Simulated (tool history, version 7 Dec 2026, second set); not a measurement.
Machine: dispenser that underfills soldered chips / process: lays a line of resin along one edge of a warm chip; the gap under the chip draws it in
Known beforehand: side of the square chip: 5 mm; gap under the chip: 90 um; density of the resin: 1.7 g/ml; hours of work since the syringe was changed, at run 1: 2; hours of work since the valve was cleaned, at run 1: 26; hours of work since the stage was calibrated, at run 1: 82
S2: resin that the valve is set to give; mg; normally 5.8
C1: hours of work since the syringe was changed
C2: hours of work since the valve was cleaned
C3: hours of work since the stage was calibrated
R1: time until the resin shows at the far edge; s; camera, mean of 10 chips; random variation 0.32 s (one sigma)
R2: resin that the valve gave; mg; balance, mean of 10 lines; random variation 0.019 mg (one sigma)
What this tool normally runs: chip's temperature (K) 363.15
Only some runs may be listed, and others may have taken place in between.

{"run": 1, "day": 0.0, "chip's temperature (K)": 363.15, "S2": 5.8, "C1": 2, "C2": 26, "C3": 82, "R1": 13.4, "R2": 5.65}
{"run": 2, "day": 0.221, "chip's temperature (K)": 358.15, "S2": 5.8, "C1": 6, "C2": 30, "C3": 86, "R1": 18.8, "R2": 5.61}
{"day": 0.296, "done": "new syringe of resin"}
{"run": 3, "day": 0.408, "chip's temperature (K)": 363.15, "S2": 5.8, "C1": 2, "C2": 32, "C3": 88, "R1": 13.1, "R2": 5.59}
{"run": 4, "day": 0.617, "chip's temperature (K)": 363.15, "S2": 6.03, "C1": 5, "C2": 35, "C3": 91, "R1": 14.9, "R2": 5.8}
{"day": 0.754, "done": "new syringe of resin"}
{"run": 5, "day": 0.821, "chip's temperature (K)": 363.15, "S2": 5.34, "C1": 1, "C2": 38, "C3": 94, "R1": 13.1, "R2": 5.15}
{"run": 6, "day": 1.029, "chip's temperature (K)": 363.15, "S2": 5.34, "C1": 4, "C2": 41, "C3": 98, "R1": 14.1, "R2": 5.11}
{"day": 1.2, "done": "new syringe of resin"}
{"run": 7, "day": 1.225, "chip's temperature (K)": 363.15, "S2": 5.21, "C1": 0, "C2": 44, "C3": 100, "R1": 12.7, "R2": 4.98}
{"run": 8, "day": 1.379, "chip's temperature (K)": 363.15, "S2": 5.8, "C1": 3, "C2": 47, "C3": 103, "R1": 13.3, "R2": 5.54}
{"run": 9, "day": 1.608, "chip's temperature (K)": 363.15, "S2": 5.8, "C1": 6, "C2": 50, "C3": 106, "R1": 15.2, "R2": 5.5}
{"day": 1.642, "done": "new syringe of resin"}
{"run": 10, "day": 1.817, "chip's temperature (K)": 363.15, "S2": 5.8, "C1": 3, "C2": 53, "C3": 109, "R1": 12.8, "R2": 5.5}
{"run": 11, "day": 1.954, "chip's temperature (K)": 363.15, "S2": 5.8, "C1": 5, "C2": 55, "C3": 111, "R1": 14.4, "R2": 5.48}
{"day": 2.092, "done": "new syringe of resin"}
{"run": 12, "day": 2.117, "chip's temperature (K)": 363.15, "S2": 6.13, "C1": 0, "C2": 57, "C3": 113, "R1": 11.8, "R2": 5.78}
{"run": 13, "day": 2.304, "chip's temperature (K)": 363.15, "S2": 5.8, "C1": 3, "C2": 60, "C3": 116, "R1": 13.1, "R2": 5.45}
{"day": 2.55, "done": "dispensing valve cleaned and set on the balance"}
{"day": 2.583, "done": "new syringe of resin"}
{"run": 14, "day": 2.6, "chip's temperature (K)": 363.15, "S2": 5.8, "C1": 0, "C2": 1, "C3": 120, "R1": 11.8, "R2": 5.8}
{"run": 15, "day": 2.738, "chip's temperature (K)": 373.15, "S2": 5.8, "C1": 2, "C2": 3, "C3": 122, "R1": 7.6, "R2": 5.79}
{"run": 16, "day": 2.838, "chip's temperature (K)": 373.15, "S2": 7.18, "C1": 4, "C2": 4, "C3": 123, "R1": 8.8, "R2": 7.15}
{"day": 3.029, "done": "new syringe of resin"}
{"run": 17, "day": 3.029, "chip's temperature (K)": 363.15, "S2": 5.8, "C1": 0, "C2": 7, "C3": 126, "R1": 12.1, "R2": 5.77}
{"run": 18, "day": 3.25, "chip's temperature (K)": 363.15, "S2": 6.59, "C1": 3, "C2": 10, "C3": 129, "R1": 13.6, "R2": 6.53}
{"run": 19, "day": 3.442, "chip's temperature (K)": 363.15, "S2": 6.59, "C1": 6, "C2": 13, "C3": 132, "R1": 15.1, "R2": 6.53}
{"day": 3.475, "done": "new syringe of resin"}
{"run": 20, "day": 3.696, "chip's temperature (K)": 363.15, "S2": 6.59, "C1": 3, "C2": 17, "C3": 136, "R1": 13.4, "R2": 6.5}
{"run": 21, "day": 3.833, "chip's temperature (K)": 348.15, "S2": 5.8, "C1": 5, "C2": 19, "C3": 138, "R1": 31.2, "R2": 5.73}
{"day": 3.929, "done": "new syringe of resin"}
{"run": 22, "day": 3.971, "chip's temperature (K)": 365.15, "S2": 5.8, "C1": 1, "C2": 21, "C3": 140, "R1": 11.2, "R2": 5.68}
{"run": 23, "day": 4.179, "chip's temperature (K)": 369.15, "S2": 6.74, "C1": 4, "C2": 24, "C3": 143, "R1": 10.1, "R2": 6.62}
{"run": 24, "day": 4.317, "chip's temperature (K)": 369.15, "S2": 6.74, "C1": 6, "C2": 26, "C3": 145, "R1": 10.2, "R2": 6.6}
{"day": 4.375, "done": "new syringe of resin"}
{"run": 25, "day": 4.429, "chip's temperature (K)": 367.15, "S2": 6.23, "C1": 1, "C2": 27, "C3": 146, "R1": 10.2, "R2": 6.07}
{"run": 26, "day": 4.575, "chip's temperature (K)": 367.15, "S2": 6.23, "C1": 3, "C2": 30, "C3": 149, "R1": 10.5, "R2": 6.09}
{"run": 27, "day": 4.788, "chip's temperature (K)": 374.15, "S2": 6.84, "C1": 6, "C2": 33, "C3": 152, "R1": 8.7, "R2": 6.64}
{"day": 4.825, "done": "new syringe of resin"}
{"run": 28, "day": 5.004, "chip's temperature (K)": 352.15, "S2": 6.86, "C1": 3, "C2": 36, "C3": 155, "R1": 23, "R2": 6.66}
{"run": 29, "day": 5.238, "chip's temperature (K)": 350.15, "S2": 5.04, "C1": 6, "C2": 39, "C3": 158, "R1": 31.1, "R2": 4.88}
{"day": 5.271, "done": "new syringe of resin"}
{"run": 30, "day": 5.467, "chip's temperature (K)": 350.15, "S2": 5.04, "C1": 3, "C2": 42, "C3": 162, "R1": 27.1, "R2": 4.82}
{"run": 31, "day": 5.629, "chip's temperature (K)": 350.15, "S2": 5.04, "C1": 5, "C2": 45, "C3": 164, "R1": 30.1, "R2": 4.83}
{"day": 5.721, "done": "new syringe of resin"}
{"run": 32, "day": 5.838, "chip's temperature (K)": 360.15, "S2": 4.93, "C1": 2, "C2": 48, "C3": 167, "R1": 14.9, "R2": 4.73}
{"run": 33, "day": 5.946, "chip's temperature (K)": 368.15, "S2": 6.89, "C1": 3, "C2": 50, "C3": 169, "R1": 10.7, "R2": 6.58}
{"run": 34, "day": 6.108, "chip's temperature (K)": 363.15, "S2": 5.03, "C1": 6, "C2": 52, "C3": 171, "R1": 15.8, "R2": 4.77}
{"day": 6.175, "done": "new syringe of resin"}
{"run": 35, "day": 6.254, "chip's temperature (K)": 363.15, "S2": 5.03, "C1": 1, "C2": 54, "C3": 173, "R1": 13.3, "R2": 4.78}
{"run": 36, "day": 6.417, "chip's temperature (K)": 354.15, "S2": 5.8, "C1": 4, "C2": 56, "C3": 176, "R1": 23.2, "R2": 5.5}
{"run": 37, "day": 6.579, "chip's temperature (K)": 353.15, "S2": 6.63, "C1": 6, "C2": 59, "C3": 178, "R1": 25.6, "R2": 6.26}

Some steps in R1 between neighbouring runs. How much of each would the tool show without its hidden state too (settings, what came in, random variation), and how much is left for the hidden state, with any gauge scatter that isn't in both results?
What the log doesn't record here: resin's viscosity, % of fresh resin's; dose that the valve gives, % of what is set; true chip temperature over the reading, C; drift of the gauge itself on fill_s, %; drift of the gauge itself on given_mg, %.
Run 20 -> 21: chip's temperature (K) 363.15 -> 348.15, S2 6.59 -> 5.8. R1 +17.8 s: hidden state +4.8, all else +13.
Run 21 -> 22: chip's temperature (K) 348.15 -> 365.15, new syringe of resin. R1 -20 s: hidden state -6.1, all else -13.9.
Run 28 -> 29: chip's temperature (K) 352.15 -> 350.15, S2 6.86 -> 5.04. R1 +8.1 s: hidden state +5, all else +3.1.
Run 31 -> 32: chip's temperature (K) 350.15 -> 360.15, S2 5.04 -> 4.93, new syringe of resin. R1 -15.2 s: hidden state -5.2, all else -10.
